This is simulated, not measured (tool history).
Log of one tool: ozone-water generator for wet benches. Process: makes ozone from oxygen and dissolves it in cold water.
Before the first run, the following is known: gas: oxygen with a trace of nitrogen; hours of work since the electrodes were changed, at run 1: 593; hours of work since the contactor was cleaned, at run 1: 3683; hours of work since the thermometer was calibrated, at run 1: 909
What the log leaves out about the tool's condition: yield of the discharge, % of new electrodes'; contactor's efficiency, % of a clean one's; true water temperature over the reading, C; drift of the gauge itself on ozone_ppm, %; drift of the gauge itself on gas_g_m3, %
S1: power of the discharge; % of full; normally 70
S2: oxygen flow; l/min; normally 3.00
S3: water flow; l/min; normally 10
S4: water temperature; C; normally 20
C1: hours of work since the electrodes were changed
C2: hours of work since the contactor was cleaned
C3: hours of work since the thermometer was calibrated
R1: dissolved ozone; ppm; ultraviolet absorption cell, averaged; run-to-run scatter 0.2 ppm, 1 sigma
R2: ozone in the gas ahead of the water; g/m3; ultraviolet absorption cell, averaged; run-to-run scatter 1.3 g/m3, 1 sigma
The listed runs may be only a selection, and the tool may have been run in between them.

run 1 hour=0.0 | S1=70 S2=3.00 S3=10 S4=20 | C1=593 C2=3683 C3=909 | R1=29.4 R2=228.6
run 2 hour=132.3 | S1=70 S2=3.00 S3=10 S4=20 | C1=694 C2=3784 C3=1010 | R1=29.7 R2=229.7
run 3 hour=211.6 | S1=70 S2=3.00 S3=6 S4=20 | C1=755 C2=3845 C3=1071 | R1=40.2 R2=229.5
run 4 hour=330.3 | S1=70 S2=3.00 S3=6 S4=20 | C1=846 C2=3936 C3=1162 | R1=39.8 R2=229.0
run 5 hour=405.6 | S1=70 S2=3.00 S3=10 S4=20 | C1=904 C2=3994 C3=1220 | R1=29.4 R2=228.7
run 6 hour=516.9 | S1=70 S2=3.00 S3=10 S4=20 | C1=989 C2=4079 C3=1305 | R1=29.6 R2=228.7
run 7 hour=582.5 | S1=70 S2=3.00 S3=10 S4=20 | C1=1039 C2=4129 C3=1356 | R1=29.3 R2=230.9
run 8 hour=689.1 | S1=92 S2=3.00 S3=10 S4=20 | C1=1121 C2=4211 C3=1437 | R1=34.1 R2=266.9
run 9 hour=755.7 | S1=92 S2=3.00 S3=10 S4=20 | C1=1172 C2=4262 C3=1488 | R1=33.9 R2=266.0
run 10 hour=851.3 | S1=70 S2=3.00 S3=10 S4=25 | C1=1246 C2=4335 C3=1562 | R1=27.2 R2=229.2
run 11 hour=998.6 | S1=70 S2=3.00 S3=10 S4=25 | C1=1359 C2=4448 C3=1675 | R1=26.9 R2=227.3
run 12 hour=1132.3 | S1=70 S2=3.75 S3=14 S4=25 | C1=1461 C2=4551 C3=1777 | R1=21.2 R2=207.1
run 13 hour=1199.9 | S1=70 S2=3.75 S3=14 S4=25 | C1=1513 C2=4603 C3=1829 | R1=21.4 R2=208.0
run 14 hour=1332.7 | S1=70 S2=2.85 S3=10 S4=13 | C1=1615 C2=4705 C3=1931 | R1=32.4 R2=234.2
run 15 hour=1461.4 | S1=79 S2=5.32 S3=10 S4=20 | C1=1714 C2=4803 C3=2030 | R1=30.6 R2=188.7
run 16 hour=1603.8 | S1=70 S2=2.73 S3=10 S4=21 | C1=1823 C2=4913 C3=2139 | R1=29.2 R2=239.8
run 17 hour=1697.2 | S1=70 S2=2.73 S3=10 S4=21 | C1=1894 C2=4984 C3=2211 | R1=29.1 R2=237.8
run 18 hour=1794.0 | S1=70 S2=2.73 S3=10 S4=21 | C1=1969 C2=5059 C3=2285 | R1=28.7 R2=236.9
run 19 hour=1911.2 | S1=70 S2=2.73 S3=10 S4=21 | C1=2058 C2=5148 C3=2375 | R1=28.7 R2=237.7
run 20 hour=1984.3 | S1=70 S2=2.73 S3=10 S4=21 | C1=2115 C2=5204 C3=2431 | R1=28.6 R2=238.0
run 21 hour=2094.9 | S1=70 S2=3.04 S3=8 S4=20 | C1=2199 C2=5289 C3=2516 | R1=33.6 R2=224.0

Had the tool no unlogged condition, and each run kept its random variation, what would the results have been?
run=1 R2=228.6
run=2 R2=230.0
run=3 R2=229.9
run=4 R2=229.5
run=5 R2=229.4
run=6 R2=229.6
run=7 R2=231.9
run=8 R2=268.3
run=9 R2=267.6
run=10 R2=230.6
run=11 R2=229.0
run=12 R2=208.8
run=13 R2=209.8
run=14 R2=236.6
run=15 R2=190.8
run=16 R2=242.6
run=17 R2=240.9
run=18 R2=240.1
run=19 R2=241.1
run=20 R2=241.6
run=21 R2=227.5
For R1, the value without the hidden state is never more than 0.1 ppm from the measured value.
